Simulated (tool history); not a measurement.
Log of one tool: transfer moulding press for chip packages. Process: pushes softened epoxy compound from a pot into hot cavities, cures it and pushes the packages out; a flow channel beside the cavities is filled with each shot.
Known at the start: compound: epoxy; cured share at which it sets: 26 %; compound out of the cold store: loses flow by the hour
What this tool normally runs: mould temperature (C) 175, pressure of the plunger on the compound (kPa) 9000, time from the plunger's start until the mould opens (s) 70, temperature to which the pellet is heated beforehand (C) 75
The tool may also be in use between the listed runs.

run	hour	mould temperature (C)	pressure of the plunger on the compound (kPa)	time from the plunger's start until the mould opens (s)	temperature to which the pellet is heated beforehand (C)	incoming compound's hours out of the cold store	length that the compound runs in the flow channel (mm)	greatest force on the pins that push the packages out (N)
1	0.0	175	9000	70	75	46.2	472	443
# hour 49.0: plunger's sealing rings changed
# hour 64.1: cavities cleaned with cleaning compound and waxed
2	64.1	175	9000	70	75	23.5	566	372
3	115.2	175	9000	70	75	12.6	606	707
# hour 141.0: cavities cleaned with cleaning compound and waxed
4	180.4	175	9000	70	75	18.3	577	674
# hour 216.9: cavities cleaned with cleaning compound and waxed
5	222.3	175	9000	70	75	32.9	516	430
# hour 230.3: mould's thermocouples calibrated
6	279.3	175	9000	70	75	14.0	586	704
# hour 295.5: cavities cleaned with cleaning compound and waxed
7	330.6	178	9000	70	75	43.9	472	560
# hour 368.7: cavities cleaned with cleaning compound and waxed
8	378.8	178	9000	70	75	41.6	476	410
# hour 409.5: plunger's sealing rings changed
# hour 448.7: cavities cleaned with cleaning compound and waxed
9	451.8	178	9000	70	75	21.3	571	367
10	494.3	178	9000	70	75	41.4	498	602
# hour 526.3: cavities cleaned with cleaning compound and waxed
11	529.2	175	9000	70	68	31.4	530	378
12	582.2	175	8130	70	75	30.7	500	696
# hour 605.4: cavities cleaned with cleaning compound and waxed
13	638.6	175	8130	70	75	44.8	451	590
# hour 679.1: cavities cleaned with cleaning compound and waxed
14	709.7	175	8130	70	75	22.4	525	589
15	747.2	175	8130	70	75	38.4	465	710
# hour 753.4: cavities cleaned with cleaning compound and waxed
# hour 765.3: plunger's sealing rings changed
16	781.5	175	9000	70	80	21.9	573	551
17	813.2	175	9000	70	80	10.2	616	738
# hour 830.2: cavities cleaned with cleaning compound and waxed
18	869.6	175	9000	70	80	22.1	569	633
# hour 906.3: cavities cleaned with cleaning compound and waxed
19	910.9	175	9000	70	80	42.2	492	415
20	970.3	175	9610	55	80	23.7	568	1008
# hour 980.7: cavities cleaned with cleaning compound and waxed
21	1035.5	175	9610	55	80	22.5	567	1030
# hour 1055.1: cavities cleaned with cleaning compound and waxed
22	1095.8	174	9000	70	75	42.5	479	641
# hour 1118.5: plunger's sealing rings changed
# hour 1133.7: cavities cleaned with cleaning compound and waxed
23	1147.9	174	9590	70	73	46.8	496	488
# hour 1209.5: cavities cleaned with cleaning compound and waxed
24	1213.3	174	8270	71	82	37.2	494	427
25	1256.0	180	8270	99	82	34.6	485	558
# hour 1285.3: cavities cleaned with cleaning compound and waxed
26	1310.8	171	10890	99	82	26.6	605	489

Branching from run 26: 5 alternative next runs. What would each branch give?
# hour 1359.5: cavities cleaned with cleaning compound and waxed
A	1362.8	178	8720	99	82	24.1	?	?
# hour 1359.5: cavities cleaned with cleaning compound and waxed
B	1362.8	178	10890	99	82	28.9	?	?
# hour 1359.5: cavities cleaned with cleaning compound and waxed
C	1362.8	171	10810	59	82	38.1	?	?
# hour 1359.5: cavities cleaned with cleaning compound and waxed
D	1362.8	175	9490	70	75	21.7	?	?
# hour 1359.5: cavities cleaned with cleaning compound and waxed
E	1362.8	178	10890	99	82	33.2	?	?

run	length that the compound runs in the flow channel (mm)	greatest force on the pins that push the packages out (N)
A	536	348
B	581	367
C	555	652
D	568	404
E	562	372
Take away the tool's hidden state, keep each run's random variation, and the runs would have read:
run	length that the compound runs in the flow channel (mm)	greatest force on the pins that push the packages out (N)
A	554	321
B	600	339
C	574	571
D	587	363
E	580	345

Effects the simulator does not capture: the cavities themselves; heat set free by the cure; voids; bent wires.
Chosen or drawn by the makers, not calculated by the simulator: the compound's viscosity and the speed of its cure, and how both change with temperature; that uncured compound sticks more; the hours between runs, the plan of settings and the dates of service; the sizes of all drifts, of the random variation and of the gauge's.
